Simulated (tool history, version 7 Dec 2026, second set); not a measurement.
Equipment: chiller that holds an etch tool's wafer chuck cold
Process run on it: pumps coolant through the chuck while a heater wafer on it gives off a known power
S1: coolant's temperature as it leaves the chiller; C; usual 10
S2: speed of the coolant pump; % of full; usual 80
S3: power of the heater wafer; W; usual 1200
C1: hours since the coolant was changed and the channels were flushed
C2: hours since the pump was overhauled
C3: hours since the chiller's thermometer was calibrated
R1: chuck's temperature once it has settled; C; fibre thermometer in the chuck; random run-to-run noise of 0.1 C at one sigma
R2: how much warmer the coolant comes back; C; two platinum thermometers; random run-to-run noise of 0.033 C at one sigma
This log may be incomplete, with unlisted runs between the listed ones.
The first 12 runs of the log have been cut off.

run	hour	S1	S2	S3	C1	C2	C3	R1	R2
13	977	9	80	1200	1881	2214	2715	18.5	4.9
14	1086.1	9	80	1200	1990	2323	2824	18.4	4.89
15	1174.3	10	91	1200	2079	2411	2912	18.8	4.24
16	1265.6	10	91	1200	2170	2503	3004	18.8	4.25
17	1361.6	1	82	893	2266	2599	3100	8.1	3.53
18	1477.3	14	70	915	2382	2714	3215	22	4.3
19	1592.1	14	70	915	2496	2829	3330	22.1	4.3
# hour 1668.1: chiller's thermometer calibrated
20	1672.6	10	80	884	2576	2908	4	16.9	3.63
21	1743.4	10	96	748	2647	2979	75	15.4	2.49
22	1835.7	10	96	748	2739	3072	168	15.2	2.52
23	1937.4	4	80	1633	2841	3173	269	17	6.61
24	2024.2	13	82	790	2927	3260	356	19.2	3.1
25	2101.3	13	82	790	3005	3337	433	19.3	3.13
26	2158.2	12	94	989	3061	3394	490	19	3.41
27	2280.2	10	81	1797	3183	3516	612	24.2	7.26
28	2368.6	10	81	1797	3272	3604	700	24.1	7.26
29	2463.9	18	81	1328	3367	3700	796	28.3	5.38
30	2535.4	18	81	1328	3439	3771	867	28.8	5.36
31	2653.4	10	75	1692	3557	3889	985	24.2	7.37
32	2725.6	10	75	1692	3629	3962	1058	24.1	7.45

Predict each of these 4 candidate next runs independently; none follows another, all start after run 32:
A	2795.5	9	77	1391	3699	4031	1127	?	?
B	2795.5	15	70	1200	3699	4031	1127	?	?
C	2795.5	3	97	754	3699	4031	1127	?	?
D	2795.5	16	80	1011	3699	4031	1127	?	?

run	R1	R2
A	20.5	5.94
B	25.4	5.58
C	8.4	2.48
D	24.3	4.12
What these runs would have given with no unlogged condition in the tool:
run	R1	R2
A	20.5	5.92
B	25.4	5.57
C	8.4	2.48
D	24.3	4.12
